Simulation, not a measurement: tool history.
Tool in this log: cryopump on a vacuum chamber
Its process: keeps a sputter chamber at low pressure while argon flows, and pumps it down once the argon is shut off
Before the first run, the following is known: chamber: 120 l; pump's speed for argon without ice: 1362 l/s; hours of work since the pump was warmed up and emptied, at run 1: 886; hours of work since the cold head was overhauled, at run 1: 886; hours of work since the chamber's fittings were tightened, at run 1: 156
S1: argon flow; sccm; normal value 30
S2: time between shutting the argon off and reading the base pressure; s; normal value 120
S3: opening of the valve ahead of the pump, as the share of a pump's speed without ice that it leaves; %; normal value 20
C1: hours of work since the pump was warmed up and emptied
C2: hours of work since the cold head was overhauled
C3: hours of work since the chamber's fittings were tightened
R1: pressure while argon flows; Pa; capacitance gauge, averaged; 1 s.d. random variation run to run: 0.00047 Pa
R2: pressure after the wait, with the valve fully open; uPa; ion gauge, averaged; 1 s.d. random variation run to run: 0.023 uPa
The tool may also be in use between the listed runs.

run	day	S1	S2	S3	C1	C2	C3	R1	R2
1	0.000	30	120	20	886	886	156	0.1933	0.87
# day 0.938: pump warmed up, emptied and cooled again
2	1.717	19	120	20	14	913	183	0.1177	0.82
3	2.767	19	120	20	33	932	202	0.1186	0.81
4	4.446	19	120	20	63	962	232	0.1183	0.86
5	5.192	19	120	16	76	975	245	0.1480	0.88
6	6.258	19	120	16	95	994	264	0.1483	0.91
7	7.446	19	249	16	116	1015	286	0.1485	0.69
8	8.679	19	249	16	138	1037	308	0.1493	0.70
9	10.483	19	249	16	171	1070	340	0.1490	0.74
10	11.546	19	30	16	190	1088	359	0.1487	2.38
11	12.496	19	74	25	207	1105	376	0.0955	1.33
12	13.862	16	120	48	231	1130	400	0.0429	1.02
13	14.888	19	144	48	249	1148	419	0.0507	1.00
14	16.729	19	144	48	282	1181	451	0.0511	1.00
15	18.517	30	170	20	314	1213	483	0.1898	0.92
16	19.950	30	170	20	340	1239	509	0.1889	1.05

What does the tool deliver on the next run?
17	20.858	30	170	20	356	1255	525	?	?

R1: 0.1894 Pa
R2: 1.01 uPa
With the hidden condition absent and the run-to-run variation left alone, this run would have shown R1 0.1862 Pa, R2 0.55 uPa.
